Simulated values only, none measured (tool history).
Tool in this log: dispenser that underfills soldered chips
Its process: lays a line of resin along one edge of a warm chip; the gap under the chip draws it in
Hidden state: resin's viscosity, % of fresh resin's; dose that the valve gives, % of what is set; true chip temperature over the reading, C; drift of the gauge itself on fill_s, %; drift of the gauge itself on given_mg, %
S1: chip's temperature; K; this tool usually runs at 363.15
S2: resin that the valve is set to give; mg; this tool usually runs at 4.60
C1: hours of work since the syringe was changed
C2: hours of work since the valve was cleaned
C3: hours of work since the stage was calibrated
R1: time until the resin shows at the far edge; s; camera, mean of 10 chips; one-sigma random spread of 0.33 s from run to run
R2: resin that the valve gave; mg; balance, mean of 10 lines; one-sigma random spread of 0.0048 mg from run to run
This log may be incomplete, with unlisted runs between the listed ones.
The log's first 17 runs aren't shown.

At hour 100.5: new syringe of resin.
Run 18, hour 102.6: usual settings but S1 371.15 K, S2 3.98 mg; C1 1; C2 10; C3 191. Result: R1 9.9 s, R2 3.949 mg.
At hour 108.8: new syringe of resin.
Run 19, hour 110.1: usual settings but S1 360.15 K, S2 5.47 mg; C1 1; C2 15; C3 197. Result: R1 15.3 s, R2 5.429 mg.
Run 20, hour 115.8: usual settings but S1 369.15 K, S2 5.95 mg; C1 5; C2 19; C3 201. Result: R1 13.7 s, R2 5.887 mg.
At hour 117.4: new syringe of resin.
Run 21, hour 123.3: usual settings but S1 369.15 K, S2 5.95 mg; C1 4; C2 24; C3 206. Result: R1 12.9 s, R2 5.878 mg.
At hour 126.0: new syringe of resin.
Run 22, hour 131.2: usual settings but S1 369.15 K, S2 4.32 mg; C1 4; C2 30; C3 211. Result: R1 12.4 s, R2 4.257 mg.
At hour 134.4: new syringe of resin.
Run 23, hour 135.9: usual settings but S1 348.15 K, S2 5.26 mg; C1 1; C2 33; C3 214. Result: R1 26.9 s, R2 5.181 mg.
At hour 142.8: new syringe of resin.
Run 24, hour 143.6: usual settings but S1 369.15 K, S2 4.80 mg; C1 1; C2 38; C3 220. Result: R1 10.1 s, R2 4.714 mg.
At hour 147.7: dispensing valve cleaned and set on the balance.
Run 25, hour 151.6: usual settings but S1 358.15 K, S2 4.27 mg; C1 6; C2 3; C3 225. Result: R1 22.9 s, R2 4.265 mg.
At hour 152.3: new syringe of resin.
Run 26, hour 158.8: usual settings but S1 370.15 K, S2 5.39 mg; C1 5; C2 8; C3 230. Result: R1 12.6 s, R2 5.375 mg.
At hour 160.7: new syringe of resin.
Run 27, hour 166.4: usual settings but S1 350.15 K, S2 5.99 mg; C1 4; C2 13; C3 235. Result: R1 28.0 s, R2 5.951 mg.
At hour 169.1: new syringe of resin.
Run 28, hour 172.0: usual settings but S1 362.15 K; C1 2; C2 17; C3 239. Result: R1 15.0 s, R2 4.569 mg.
At hour 177.6: new syringe of resin.
Run 29, hour 178.1: usual settings but S1 362.15 K; C1 0; C2 21; C3 243. Result: R1 13.9 s, R2 4.550 mg.
Run 30, hour 183.0: usual settings but S1 358.15 K, S2 4.17 mg; C1 4; C2 24; C3 246. Result: R1 20.8 s, R2 4.128 mg.
At hour 186.1: new syringe of resin.
Run 31, hour 189.7: usual settings but S1 374.15 K, S2 4.83 mg; C1 3; C2 29; C3 251. Result: R1 9.2 s, R2 4.759 mg.
Run 32, hour 193.8: usual settings but S1 374.15 K, S2 4.83 mg; C1 5; C2 32; C3 254. Result: R1 10.7 s, R2 4.764 mg.
At hour 194.7: new syringe of resin.
Run 33, hour 200.1: usual settings but S1 377.15 K, S2 4.98 mg; C1 4; C2 36; C3 258. Result: R1 8.6 s, R2 4.896 mg.
At hour 202.9: new syringe of resin.
Run 34, hour 205.3: usual settings but S1 361.15 K, S2 3.95 mg; C1 2; C2 40; C3 262. Result: R1 15.8 s, R2 3.889 mg.

Below are 3 alternative next runs, each starting from the tool's condition after run 34. Predict each:
At hour 207.2: dispensing valve cleaned and set on the balance.
Run A, hour 211.6: usual settings but S1 371.15 K, S2 4.81 mg; C1 5; C2 3; C3 265. Result: R1 ?, R2 ?.
At hour 207.2: dispensing valve cleaned and set on the balance.
Run B, hour 211.6: usual settings but S1 371.15 K, S2 4.82 mg; C1 5; C2 3; C3 265. Result: R1 ?, R2 ?.
At hour 207.2: dispensing valve cleaned and set on the balance.
Run C, hour 211.6: usual settings but S1 361.15 K, S2 4.16 mg; C1 5; C2 3; C3 265. Result: R1 ?, R2 ?.

run    R1     R2
  A  12.4  4.831
  B  12.6  4.836
  C  19.1  4.176
Stripped of hidden state, with their random variation kept, the same runs would have yielded:
run    R1     R2
  A   9.2  4.815
  B   9.4  4.819
  C  14.2  4.162
